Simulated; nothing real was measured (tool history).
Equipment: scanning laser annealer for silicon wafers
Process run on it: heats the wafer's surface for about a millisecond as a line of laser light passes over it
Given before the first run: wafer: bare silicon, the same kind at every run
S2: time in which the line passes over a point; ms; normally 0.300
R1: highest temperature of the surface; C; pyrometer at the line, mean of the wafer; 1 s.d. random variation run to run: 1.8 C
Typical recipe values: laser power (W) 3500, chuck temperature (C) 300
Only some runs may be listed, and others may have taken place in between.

run 1 hour=0.0 | laser_power_(W)=3500 S2=0.300 chuck_temperature_(C)=300 | R1=1025
run 2 hour=85.5 | laser_power_(W)=3500 S2=0.300 chuck_temperature_(C)=300 | R1=1022
-- hour=137.9 window over the wafer cleaned
run 3 hour=148.2 | laser_power_(W)=3500 S2=0.300 chuck_temperature_(C)=335 | R1=1080
run 4 hour=191.6 | laser_power_(W)=3500 S2=0.300 chuck_temperature_(C)=335 | R1=1082
run 5 hour=247.7 | laser_power_(W)=3500 S2=0.300 chuck_temperature_(C)=335 | R1=1077
run 6 hour=306.8 | laser_power_(W)=3500 S2=0.300 chuck_temperature_(C)=335 | R1=1072
run 7 hour=347.3 | laser_power_(W)=3308 S2=0.300 chuck_temperature_(C)=335 | R1=1022
run 8 hour=411.8 | laser_power_(W)=3308 S2=0.300 chuck_temperature_(C)=280 | R1=962
run 9 hour=459.7 | laser_power_(W)=3308 S2=0.300 chuck_temperature_(C)=280 | R1=960
run 10 hour=525.3 | laser_power_(W)=3308 S2=0.300 chuck_temperature_(C)=280 | R1=959
run 11 hour=604.0 | laser_power_(W)=3521 S2=0.300 chuck_temperature_(C)=300 | R1=1027
run 12 hour=648.4 | laser_power_(W)=3521 S2=0.300 chuck_temperature_(C)=300 | R1=1024
run 13 hour=696.0 | laser_power_(W)=3521 S2=0.300 chuck_temperature_(C)=300 | R1=1026
run 14 hour=767.7 | laser_power_(W)=3521 S2=0.300 chuck_temperature_(C)=300 | R1=1022
run 15 hour=849.9 | laser_power_(W)=3013 S2=0.302 chuck_temperature_(C)=286 | R1=881
run 16 hour=914.3 | laser_power_(W)=3013 S2=0.302 chuck_temperature_(C)=286 | R1=875
-- hour=921.5 laser's power meter calibrated
-- hour=963.3 optics aligned, line set to its width
run 17 hour=967.9 | laser_power_(W)=3450 S2=0.263 chuck_temperature_(C)=307 | R1=965
run 18 hour=1039.0 | laser_power_(W)=3450 S2=0.263 chuck_temperature_(C)=307 | R1=967
-- hour=1051.8 window over the wafer cleaned
run 19 hour=1127.0 | laser_power_(W)=3596 S2=0.256 chuck_temperature_(C)=297 | R1=1009
run 20 hour=1215.0 | laser_power_(W)=3752 S2=0.380 chuck_temperature_(C)=339 | R1=1277
run 21 hour=1289.2 | laser_power_(W)=3752 S2=0.380 chuck_temperature_(C)=339 | R1=1271
run 22 hour=1355.2 | laser_power_(W)=3660 S2=0.213 chuck_temperature_(C)=265 | R1=910
-- hour=1440.1 laser's power meter calibrated, once more
run 23 hour=1440.4 | laser_power_(W)=3408 S2=0.220 chuck_temperature_(C)=304 | R1=906
run 24 hour=1528.9 | laser_power_(W)=3408 S2=0.220 chuck_temperature_(C)=304 | R1=900
run 25 hour=1572.0 | laser_power_(W)=3618 S2=0.211 chuck_temperature_(C)=281 | R1=907

The next listed run, before its measurement:
run 26 hour=1632.5 | laser_power_(W)=3618 S2=0.211 chuck_temperature_(C)=281 | R1=?

{"run 26": {"R1": 907}}
On a tool with no hidden condition, and with the same random variation, this run would have come out at R1 934 C.
